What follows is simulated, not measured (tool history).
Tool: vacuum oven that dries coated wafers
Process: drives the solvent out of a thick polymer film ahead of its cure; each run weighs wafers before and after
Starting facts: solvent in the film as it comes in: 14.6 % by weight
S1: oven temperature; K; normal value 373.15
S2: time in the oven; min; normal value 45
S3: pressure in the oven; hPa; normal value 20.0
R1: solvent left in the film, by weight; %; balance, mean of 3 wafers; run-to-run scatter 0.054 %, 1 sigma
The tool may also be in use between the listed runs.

run 1 hour=0.0 | S1=373.15 S2=45 S3=20.0 | R1=2.45
run 2 hour=29.7 | S1=373.15 S2=45 S3=56.3 | R1=5.21
run 3 hour=43.2 | S1=373.15 S2=45 S3=56.3 | R1=5.14
run 4 hour=57.3 | S1=373.15 S2=45 S3=56.3 | R1=5.13
run 5 hour=74.2 | S1=373.15 S2=45 S3=20.0 | R1=2.49
run 6 hour=100.8 | S1=373.15 S2=45 S3=11.8 | R1=1.85
run 7 hour=116.5 | S1=383.15 S2=45 S3=20.0 | R1=1.37
run 8 hour=135.9 | S1=383.15 S2=45 S3=20.0 | R1=1.38
run 9 hour=151.5 | S1=373.15 S2=45 S3=20.0 | R1=2.52
run 10 hour=171.7 | S1=373.15 S2=45 S3=20.0 | R1=2.34
run 11 hour=185.1 | S1=373.15 S2=45 S3=71.8 | R1=6.46
run 12 hour=209.0 | S1=373.15 S2=45 S3=71.8 | R1=6.61
run 13 hour=233.7 | S1=373.15 S2=45 S3=20.0 | R1=2.43
run 14 hour=262.1 | S1=373.15 S2=45 S3=20.0 | R1=2.50
run 15 hour=288.9 | S1=373.15 S2=45 S3=20.0 | R1=2.58
run 16 hour=310.1 | S1=373.15 S2=45 S3=20.0 | R1=2.54
run 17 hour=323.8 | S1=373.15 S2=55 S3=20.0 | R1=2.39
run 18 hour=345.0 | S1=373.15 S2=55 S3=20.0 | R1=2.31
run 19 hour=365.1 | S1=373.15 S2=31 S3=20.0 | R1=3.54
run 20 hour=382.2 | S1=373.15 S2=31 S3=20.0 | R1=3.51
run 21 hour=412.2 | S1=373.15 S2=45 S3=20.0 | R1=2.57
run 22 hour=434.8 | S1=373.15 S2=45 S3=20.0 | R1=2.64
-- hour=437.6 vacuum gauge cleaned of residue and calibrated
run 23 hour=460.3 | S1=363.15 S2=45 S3=20.0 | R1=4.98
run 24 hour=486.0 | S1=373.15 S2=45 S3=20.0 | R1=2.75
run 25 hour=498.8 | S1=373.15 S2=45 S3=20.0 | R1=2.78
run 26 hour=519.8 | S1=385.15 S2=32 S3=20.0 | R1=1.84
run 27 hour=543.1 | S1=385.15 S2=32 S3=20.0 | R1=1.67
run 28 hour=561.2 | S1=384.15 S2=68 S3=54.0 | R1=3.34
run 29 hour=583.6 | S1=374.15 S2=37 S3=47.8 | R1=5.20
-- hour=595.5 vacuum gauge cleaned of residue and calibrated, once more
run 30 hour=599.6 | S1=385.15 S2=69 S3=54.1 | R1=2.96
run 31 hour=614.3 | S1=373.15 S2=45 S3=12.1 | R1=1.80
run 32 hour=633.5 | S1=373.15 S2=45 S3=12.1 | R1=1.84
run 33 hour=662.0 | S1=373.15 S2=29 S3=56.0 | R1=6.25
run 34 hour=677.3 | S1=382.15 S2=29 S3=33.4 | R1=2.69
run 35 hour=692.4 | S1=382.15 S2=29 S3=33.4 | R1=2.78
run 36 hour=707.9 | S1=373.15 S2=55 S3=19.7 | R1=2.10
run 37 hour=734.0 | S1=364.15 S2=45 S3=20.0 | R1=4.42
run 38 hour=749.6 | S1=380.15 S2=56 S3=69.6 | R1=4.72
run 39 hour=773.9 | S1=380.15 S2=56 S3=69.6 | R1=4.65
run 40 hour=801.1 | S1=380.15 S2=56 S3=69.6 | R1=4.78
run 41 hour=822.4 | S1=380.15 S2=56 S3=69.6 | R1=4.64
run 42 hour=835.9 | S1=376.15 S2=56 S3=34.8 | R1=2.88
run 43 hour=861.2 | S1=373.15 S2=45 S3=13.3 | R1=2.10
-- hour=878.6 oven's thermocouples calibrated
run 44 hour=881.5 | S1=380.15 S2=52 S3=64.6 | R1=3.92
run 45 hour=903.9 | S1=372.15 S2=65 S3=39.4 | R1=3.35
run 46 hour=932.1 | S1=372.15 S2=61 S3=46.1 | R1=3.95
run 47 hour=958.0 | S1=363.15 S2=26 S3=41.3 | R1=7.53

Hidden state or all else? Some run-to-run changes of R1, split into what the settings, what came in and random variation would give without the hidden state, and what is left for the hidden state (with any gauge scatter that isn't in both results):
Hidden state at play: true wafer temperature over the reading, C; true pressure over the reading, kPa; drift of the gauge itself on solvent_pct, %.
Run 10 -> 11: S3 20.0 -> 71.8. R1 +4.12 %: hidden state +0.25, all else +3.87.
Run 12 -> 13: S3 71.8 -> 20.0. R1 -4.18 %: hidden state -0.24, all else -3.94.
Run 22 -> 23: S1 373.15 -> 363.15, vacuum gauge cleaned of residue and calibrated. R1 +2.34 %: hidden state +0.52, all else +1.82.
Run 28 -> 29: S1 384.15 -> 374.15, S2 68 -> 37, S3 54.0 -> 47.8. R1 +1.86 %: hidden state +0.45, all else +1.41.
Run 29 -> 30: S1 374.15 -> 385.15, S2 37 -> 69, S3 47.8 -> 54.1, vacuum gauge cleaned of residue and calibrated, once more. R1 -2.24 %: hidden state -0.74, all else -1.50.
Run 32 -> 33: S2 45 -> 29, S3 12.1 -> 56.0. R1 +4.41 %: hidden state +0.41, all else +4.00.
